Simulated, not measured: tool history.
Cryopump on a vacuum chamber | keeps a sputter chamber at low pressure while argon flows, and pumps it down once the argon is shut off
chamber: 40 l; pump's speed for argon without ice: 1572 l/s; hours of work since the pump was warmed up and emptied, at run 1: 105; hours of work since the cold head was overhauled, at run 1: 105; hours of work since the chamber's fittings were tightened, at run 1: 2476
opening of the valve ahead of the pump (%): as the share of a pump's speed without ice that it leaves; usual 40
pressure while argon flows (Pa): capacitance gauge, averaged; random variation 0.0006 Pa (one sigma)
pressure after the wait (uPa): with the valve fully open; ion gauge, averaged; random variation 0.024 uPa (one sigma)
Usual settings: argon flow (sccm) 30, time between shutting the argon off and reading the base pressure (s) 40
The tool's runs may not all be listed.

run	hour	argon flow (sccm)	time between shutting the argon off and reading the base pressure (s)	opening of the valve ahead of the pump (%)	hours of work since the pump was warmed up and emptied	hours of work since the cold head was overhauled	hours of work since the chamber's fittings were tightened	pressure while argon flows (Pa)	pressure after the wait (uPa)
1	0.0	30	40	40	105	105	2476	0.0830	2.38
2	37.6	30	74	40	133	133	2504	0.0826	2.19
3	59.5	30	74	40	150	150	2521	0.0837	2.09
4	80.2	30	40	26	166	166	2536	0.1264	2.41
5	108.8	30	40	26	187	187	2558	0.1256	2.47
6	130.8	30	40	26	204	204	2574	0.1272	2.51
7	169.5	30	40	40	233	233	2604	0.0841	2.47
8	204.2	30	40	40	259	259	2630	0.0846	2.59
9	225.1	39	46	40	275	275	2646	0.1106	2.57
10	248.1	39	46	40	292	292	2663	0.1111	2.52
11	272.2	34	40	39	311	311	2681	0.0980	2.69
12	307.4	28	45	23	337	337	2708	0.1346	2.62
13	331.0	29	40	38	355	355	2726	0.0877	2.71
14	363.1	29	40	38	379	379	2750	0.0869	2.81
15	390.1	18	40	38	400	400	2770	0.0536	2.85

4 ways to go on from here, each from the tool as it stands after run 15. What would each give?
A	406.5	53	39	16	412	412	2783	?	?
B	406.5	30	40	60	412	412	2783	?	?
C	406.5	51	66	38	412	412	2783	?	?
D	406.5	18	26	38	412	412	2783	?	?

run	pressure while argon flows (Pa)	pressure after the wait (uPa)
A	0.3674	2.86
B	0.0595	2.82
C	0.1552	2.53
D	0.0554	3.15
Without the tool's hidden state the same runs would have given:
run	pressure while argon flows (Pa)	pressure after the wait (uPa)
A	0.3563	0.88
B	0.0531	0.83
C	0.1445	0.55
D	0.0517	1.18
